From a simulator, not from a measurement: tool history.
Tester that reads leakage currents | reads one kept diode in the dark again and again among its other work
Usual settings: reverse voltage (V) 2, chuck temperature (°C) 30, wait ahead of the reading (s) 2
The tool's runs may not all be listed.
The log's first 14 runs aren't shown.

run,hour,reverse voltage (V),chuck temperature (°C),wait ahead of the reading (s),current that the tester gives (pA)
15,3063.8,1.43,30,2,83.94
16,3298.3,1.43,30,2,83.14
17,3502.7,1.78,30,3.62,90.83
18,3681,3.33,30,2,119.31
19,3837.3,7.22,30,2,167.87
20,4091.2,19.18,33,3.45,325.04
21,4350.9,2.84,46,0.61,353.14
22,4631.3,3.64,21,0.61,59.63
23,4900.8,1.39,52,1.29,384.21
24,5023.3,2,34,2,123.66
25,5240.9,2.05,30,3.22,90.95
26,5524.5,2.05,30,3.22,90.26
27,5718,16.21,20,2,107.72
# hour 5767.8: chuck's temperature calibrated
28,5853.7,16.21,20,2,121.23
29,5997.7,3.26,51,2.09,561.66
30,6265.3,3.26,51,2.09,553.78
31,6533.8,3.26,36,0.56,190.38
32,6740.1,2,25,0.88,65.95

4 ways to go on from here, each from the tool as it stands after run 32. What would each give?
A,6955.9,11.31,55,7.79,?
B,6955.9,2,22,2,?
C,6955.9,1.98,39,7.67,?
D,6955.9,2.23,25,0.88,?

run,current that the tester gives (pA)
A,1223.75
B,51.28
C,186.66
D,68.79
Without the tool's hidden state the same runs would have given:
run,current that the tester gives (pA)
A,1257.55
B,52.21
C,192.78
D,70.28
